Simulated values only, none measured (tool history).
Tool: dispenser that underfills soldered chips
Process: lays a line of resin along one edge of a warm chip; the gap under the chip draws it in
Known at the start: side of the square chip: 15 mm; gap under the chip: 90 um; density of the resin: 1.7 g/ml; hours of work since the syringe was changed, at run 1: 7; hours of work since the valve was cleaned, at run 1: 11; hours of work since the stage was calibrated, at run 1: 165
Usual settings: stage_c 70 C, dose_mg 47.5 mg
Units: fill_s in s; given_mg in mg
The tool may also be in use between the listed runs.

| run | hour | stage_c | dose_mg | hours of work since the syringe was changed | hours of work since the valve was cleaned | hours of work since the stage was calibrated | fill_s | given_mg |
|---|---|---|---|---|---|---|---|---|
| 1 | 0 | 70 | 47.5 | 7 | 11 | 165 | 242.3 | 47.14 |
|  | 2.2 | new syringe of resin |
| 2 | 14.6 | 70 | 47.5 | 8 | 21 | 174 | 250.6 | 46.93 |
|  | 15.7 | new syringe of resin |
| 3 | 26 | 70 | 47.5 | 7 | 28 | 182 | 228.4 | 46.76 |
|  | 29.3 | new syringe of resin |
| 4 | 33.3 | 70 | 47.5 | 3 | 33 | 186 | 173.9 | 46.51 |
|  | 42.5 | new syringe of resin |
| 5 | 45.2 | 70 | 47.5 | 2 | 40 | 194 | 166 | 46.31 |
| 6 | 53.1 | 70 | 47.5 | 7 | 46 | 199 | 238.8 | 46.45 |
|  | 55.8 | new syringe of resin |
| 7 | 66.4 | 68 | 47.5 | 7 | 54 | 208 | 249.8 | 46.19 |
|  | 69.2 | new syringe of resin |
| 8 | 73.3 | 82 | 47.5 | 3 | 59 | 212 | 111.8 | 45.99 |
| 9 | 79.9 | 82 | 47.5 | 7 | 63 | 216 | 152 | 46.23 |
|  | 83.2 | new syringe of resin |
| 10 | 88.4 | 70 | 47.5 | 3 | 68 | 222 | 184.7 | 46.03 |
|  | 96.3 | new syringe of resin |
| 11 | 102.5 | 70 | 53 | 4 | 77 | 231 | 192.9 | 51.2 |
|  | 110.5 | new syringe of resin |
| 12 | 117.4 | 70 | 47.5 | 5 | 87 | 241 | 205.7 | 45.76 |
|  | 124.1 | new syringe of resin |
| 13 | 132.9 | 69 | 47.5 | 6 | 97 | 251 | 228.2 | 45.49 |
|  | 137.9 | new syringe of resin |
| 14 | 140.8 | 69 | 47.5 | 2 | 102 | 256 | 171 | 45.45 |
| 15 | 150.2 | 69 | 47.5 | 8 | 108 | 262 | 269.3 | 45.05 |
|  | 151.3 | new syringe of resin |
| 16 | 158.6 | 70 | 47.5 | 5 | 114 | 267 | 206.7 | 45.37 |
|  | 165 | new syringe of resin |
| 17 | 169.2 | 70 | 47.5 | 3 | 120 | 274 | 174.2 | 45 |
|  | 178.9 | new syringe of resin |
| 18 | 180.1 | 56 | 47.5 | 1 | 127 | 281 | 274.5 | 45.34 |
|  | 183.5 | dispensing valve cleaned and set on the balance |
|  | 192.9 | new syringe of resin |
| 19 | 195.3 | 56 | 47.5 | 2 | 8 | 290 | 287.4 | 47.41 |
| 20 | 205.6 | 72 | 44.5 | 8 | 14 | 297 | 243.8 | 44.2 |
|  | 206.8 | new syringe of resin |
| 21 | 212.9 | 84 | 40.6 | 4 | 19 | 302 | 122.5 | 40.07 |
|  | 220.1 | new syringe of resin |
| 22 | 227.9 | 65 | 45 | 5 | 29 | 311 | 256 | 44.37 |
|  | 233.8 | new syringe of resin |
| 23 | 240.7 | 78 | 48.2 | 5 | 37 | 319 | 147.9 | 47.34 |
|  | 247.5 | new syringe of resin |
| 24 | 255.6 | 74 | 47.5 | 5 | 47 | 329 | 185.3 | 46.67 |
|  | 261 | new syringe of resin |
| 25 | 267.1 | 74 | 47.5 | 4 | 54 | 336 | 170.8 | 46.31 |
|  | 274.7 | new syringe of resin |
| 26 | 280.4 | 74 | 47.5 | 4 | 63 | 345 | 164.3 | 46.39 |
|  | 288.3 | new syringe of resin |
| 27 | 295.1 | 74 | 47.5 | 4 | 72 | 355 | 172.6 | 46.06 |
|  | 301.4 | new syringe of resin |
| 28 | 301.8 | 76 | 51.2 | 0 | 76 | 359 | 116.9 | 49.56 |
|  | 312.8 | stage's temperature calibrated |
| 29 | 313.4 | 76 | 51.2 | 7 | 83 | 0 | 182.6 | 49.74 |
|  | 315.8 | new syringe of resin |
| 30 | 325.3 | 76 | 51.2 | 6 | 91 | 8 | 173 | 49.36 |
|  | 329.3 | new syringe of resin |
| 31 | 338.4 | 76 | 51.2 | 6 | 99 | 16 | 172.4 | 49.28 |
|  | 342.7 | new syringe of resin |
| 32 | 346.4 | 76 | 51.2 | 2 | 104 | 22 | 133.4 | 48.89 |
|  | 356.4 | new syringe of resin |
| 33 | 360.5 | 84 | 50.5 | 3 | 113 | 31 | 104.8 | 48.27 |
| 34 | 367 | 84 | 50.5 | 7 | 118 | 35 | 139.7 | 48.35 |

Measured less the same run without the tool's hidden state. The same run-to-run variation is in both; the gauge's scatter may not be:
The hidden state here: resin's viscosity, % of fresh resin's; dose that the valve gives, % of what is set; true chip temperature over the reading, C; drift of the gauge itself on fill_s, %; drift of the gauge itself on given_mg, %.
| run | fill_s | given_mg |
|---|---|---|
| 1 | +100.4 | -0.48 |
| 2 | +111 | -0.65 |
| 3 | +88.4 | -0.78 |
| 4 | +33.4 | -0.86 |
| 5 | +24.9 | -1 |
| 6 | +97.3 | -1.1 |
| 7 | +97.9 | -1.26 |
| 8 | +22 | -1.34 |
| 9 | +61.8 | -1.43 |
| 10 | +46.6 | -1.53 |
| 11 | +54.6 | -1.92 |
| 12 | +64.1 | -1.89 |
| 13 | +80.9 | -2.06 |
| 14 | +27.1 | -2.16 |
| 15 | +122 | -2.27 |
| 16 | +66.1 | -2.39 |
| 17 | +36.8 | -2.51 |
| 18 | +29.5 | -2.66 |
| 19 | +40.6 | -0.1 |
| 20 | +111.9 | -0.21 |
| 21 | +35 | -0.28 |
| 22 | +85 | -0.47 |
| 23 | +44.8 | -0.66 |
| 24 | +63.2 | -0.84 |
| 25 | +48.9 | -0.97 |
| 26 | +43 | -1.13 |
| 27 | +49.8 | -1.31 |
| 28 | +6.7 | -1.5 |
| 29 | +72.1 | -1.66 |
| 30 | +63.3 | -1.79 |
| 31 | +60.5 | -1.96 |
| 32 | +23.1 | -2.06 |
| 33 | +20.1 | -2.21 |
| 34 | +55.8 | -2.3 |
